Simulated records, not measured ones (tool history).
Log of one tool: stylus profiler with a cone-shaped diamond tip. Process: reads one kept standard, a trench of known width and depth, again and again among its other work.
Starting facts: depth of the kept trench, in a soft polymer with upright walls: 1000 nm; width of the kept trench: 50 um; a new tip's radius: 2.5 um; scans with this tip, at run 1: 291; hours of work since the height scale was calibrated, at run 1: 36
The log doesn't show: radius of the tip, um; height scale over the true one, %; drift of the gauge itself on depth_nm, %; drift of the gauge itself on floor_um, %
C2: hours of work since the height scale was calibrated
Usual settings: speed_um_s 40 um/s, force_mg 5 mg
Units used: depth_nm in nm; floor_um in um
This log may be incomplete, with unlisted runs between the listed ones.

Run 1, hour 0: usual settings; scans with this tip 291; C2 36. Result: depth_nm 1012.09 nm, floor_um 45.99 um.
Run 2, hour 16.2: usual settings but speed_um_s 26 um/s; scans with this tip 344; C2 43. Result: depth_nm 1011.91 nm, floor_um 45.94 um.
Run 3, hour 26.7: usual settings but speed_um_s 26 um/s; scans with this tip 379; C2 47. Result: depth_nm 1012.42 nm, floor_um 45.93 um.
Run 4, hour 40.1: usual settings but force_mg 2.06 mg; scans with this tip 423; C2 52. Result: depth_nm 1006.56 nm, floor_um 45.88 um.
Run 5, hour 53.1: usual settings but force_mg 2.06 mg; scans with this tip 466; C2 58. Result: depth_nm 1006.37 nm, floor_um 45.95 um.
Run 6, hour 74.4: usual settings; scans with this tip 536; C2 66. Result: depth_nm 1011.91 nm, floor_um 45.91 um.
Run 7, hour 92.1: usual settings but force_mg 2.54 mg; scans with this tip 594; C2 74. Result: depth_nm 1007.53 nm, floor_um 45.92 um.
Run 8, hour 108.2: usual settings but force_mg 2.54 mg; scans with this tip 647; C2 80. Result: depth_nm 1007.58 nm, floor_um 45.84 um.
Run 9, hour 131.1: usual settings but force_mg 2.54 mg; scans with this tip 723; C2 90. Result: depth_nm 1007.85 nm, floor_um 45.87 um.
Run 10, hour 147.9: usual settings but force_mg 2.54 mg; scans with this tip 778; C2 96. Result: depth_nm 1007.08 nm, floor_um 45.85 um.
Run 11, hour 160.7: usual settings but force_mg 1.99 mg; scans with this tip 820; C2 102. Result: depth_nm 1006.24 nm, floor_um 45.85 um.
Run 12, hour 181.9: usual settings but speed_um_s 47 um/s; scans with this tip 890; C2 110. Result: depth_nm 1011.52 nm, floor_um 45.84 um.
Run 13, hour 193.6: usual settings but speed_um_s 47 um/s; scans with this tip 929; C2 115. Result: depth_nm 1011.77 nm, floor_um 45.85 um.
Run 14, hour 211: usual settings but speed_um_s 47 um/s; scans with this tip 986; C2 122. Result: depth_nm 1011.87 nm, floor_um 45.88 um.
Run 15, hour 228.1: usual settings but speed_um_s 47 um/s; scans with this tip 1042; C2 129. Result: depth_nm 1011.65 nm, floor_um 45.83 um.
Run 16, hour 250.4: usual settings but speed_um_s 47 um/s; scans with this tip 1116; C2 138. Result: depth_nm 1011.62 nm, floor_um 45.86 um.
Run 17, hour 270.1: usual settings but speed_um_s 47 um/s; scans with this tip 1180; C2 146. Result: depth_nm 1011.23 nm, floor_um 45.82 um.
Run 18, hour 283.2: usual settings but speed_um_s 47 um/s; scans with this tip 1224; C2 152. Result: depth_nm 1011.3 nm, floor_um 45.75 um.
Run 19, hour 302.7: usual settings but speed_um_s 47 um/s; scans with this tip 1288; C2 160. Result: depth_nm 1011.56 nm, floor_um 45.84 um.
Run 20, hour 318.4: usual settings but speed_um_s 47 um/s; scans with this tip 1340; C2 166. Result: depth_nm 1011.32 nm, floor_um 45.79 um.
Run 21, hour 341.6: usual settings but force_mg 1.76 mg; scans with this tip 1416; C2 176. Result: depth_nm 1005.29 nm, floor_um 45.75 um.
Run 22, hour 358.9: usual settings but force_mg 11.76 mg; scans with this tip 1473; C2 183. Result: depth_nm 1020.58 nm, floor_um 45.83 um.
Run 23, hour 379: usual settings but force_mg 2.03 mg; scans with this tip 1539; C2 191. Result: depth_nm 1006.3 nm, floor_um 45.75 um.
Run 24, hour 392: usual settings but speed_um_s 16 um/s, force_mg 2.38 mg; scans with this tip 1582; C2 196. Result: depth_nm 1006.55 nm, floor_um 45.78 um.
Run 25, hour 411: usual settings but speed_um_s 14 um/s, force_mg 9.68 mg; scans with this tip 1645; C2 204. Result: depth_nm 1017.97 nm, floor_um 45.83 um.
Run 26, hour 424.9: usual settings but speed_um_s 14 um/s, force_mg 9.68 mg; scans with this tip 1690; C2 210. Result: depth_nm 1017.84 nm, floor_um 45.79 um.
Run 27, hour 445.9: usual settings but speed_um_s 14 um/s, force_mg 9.68 mg; scans with this tip 1760; C2 218. Result: depth_nm 1017.91 nm, floor_um 45.76 um.
Run 28, hour 461.6: usual settings but speed_um_s 123 um/s, force_mg 2.96 mg; scans with this tip 1811; C2 225. Result: depth_nm 1007.67 nm, floor_um 45.58 um.
Run 29, hour 485.5: usual settings but speed_um_s 19 um/s, force_mg 6.69 mg; scans with this tip 1890; C2 234. Result: depth_nm 1013.57 nm, floor_um 45.79 um.
Run 30, hour 510.7: usual settings but speed_um_s 118 um/s, force_mg 12.12 mg; scans with this tip 1973; C2 245. Result: depth_nm 1020.69 nm, floor_um 45.7 um.
Run 31, hour 534.4: usual settings but speed_um_s 118 um/s, force_mg 12.12 mg; scans with this tip 2051; C2 254. Result: depth_nm 1020.59 nm, floor_um 45.6 um.
Run 32, hour 546.8: usual settings but speed_um_s 118 um/s, force_mg 12.12 mg; scans with this tip 2092; C2 259. Result: depth_nm 1020.58 nm, floor_um 45.66 um.
Run 33, hour 559.8: usual settings but speed_um_s 93 um/s, force_mg 8.81 mg; scans with this tip 2135; C2 265. Result: depth_nm 1016.06 nm, floor_um 45.65 um.
Run 34, hour 582.1: usual settings but speed_um_s 11 um/s, force_mg 3.91 mg; scans with this tip 2208; C2 274. Result: depth_nm 1008.61 nm, floor_um 45.72 um.
Run 35, hour 607.5: usual settings but speed_um_s 11 um/s, force_mg 3.91 mg; scans with this tip 2292; C2 284. Result: depth_nm 1008.97 nm, floor_um 45.73 um.
Run 36, hour 631.5: usual settings but speed_um_s 11 um/s, force_mg 3.91 mg; scans with this tip 2371; C2 294. Result: depth_nm 1009.02 nm, floor_um 45.7 um.
Run 37, hour 655.1: usual settings but speed_um_s 33 um/s, force_mg 2.13 mg; scans with this tip 2449; C2 304. Result: depth_nm 1005.93 nm, floor_um 45.6 um.
Run 38, hour 675.5: usual settings but speed_um_s 33 um/s, force_mg 7.82 mg; scans with this tip 2516; C2 312. Result: depth_nm 1015.07 nm, floor_um 45.7 um.
Run 39, hour 689.2: usual settings but speed_um_s 25 um/s, force_mg 6.83 mg; scans with this tip 2561; C2 318. Result: depth_nm 1012.84 nm, floor_um 45.69 um.
Run 40, hour 708.3: usual settings but speed_um_s 29 um/s, force_mg 6.83 mg; scans with this tip 2624; C2 325. Result: depth_nm 1013.31 nm, floor_um 45.65 um.
Run 41, hour 726.7: usual settings but speed_um_s 74 um/s, force_mg 6.74 mg; scans with this tip 2685; C2 333. Result: depth_nm 1013.18 nm, floor_um 45.62 um.
Run 42, hour 739.3: usual settings but force_mg 9.58 mg; scans with this tip 2726; C2 338. Result: depth_nm 1017.35 nm, floor_um 45.61 um.

A few steps of depth_nm between consecutive runs. Split each: what settings, incoming material and random variation would produce without the hidden state, and what is left over for the hidden state, along with gauge scatter present in only one of the two compared results (measured, and without hidden state):
Run 11 -> 12: speed_um_s 40 -> 47, force_mg 1.99 -> 5. depth_nm +5.28 nm: hidden state -0.05, all else +5.33.
Run 21 -> 22: force_mg 1.76 -> 11.76. depth_nm +15.29 nm: hidden state -0.04, all else +15.33.
Run 22 -> 23: force_mg 11.76 -> 2.03. depth_nm -14.28 nm: hidden state -0.03, all else -14.25.
Run 24 -> 25: speed_um_s 16 -> 14, force_mg 2.38 -> 9.68. depth_nm +11.42 nm: hidden state -0.04, all else +11.46.
Run 29 -> 30: speed_um_s 19 -> 118, force_mg 6.69 -> 12.12. depth_nm +7.12 nm: hidden state -0.06, all else +7.18.
Run 34 -> 35: no setting changed, nothing entered. depth_nm +0.36 nm: hidden state -0.06, all else +0.42.
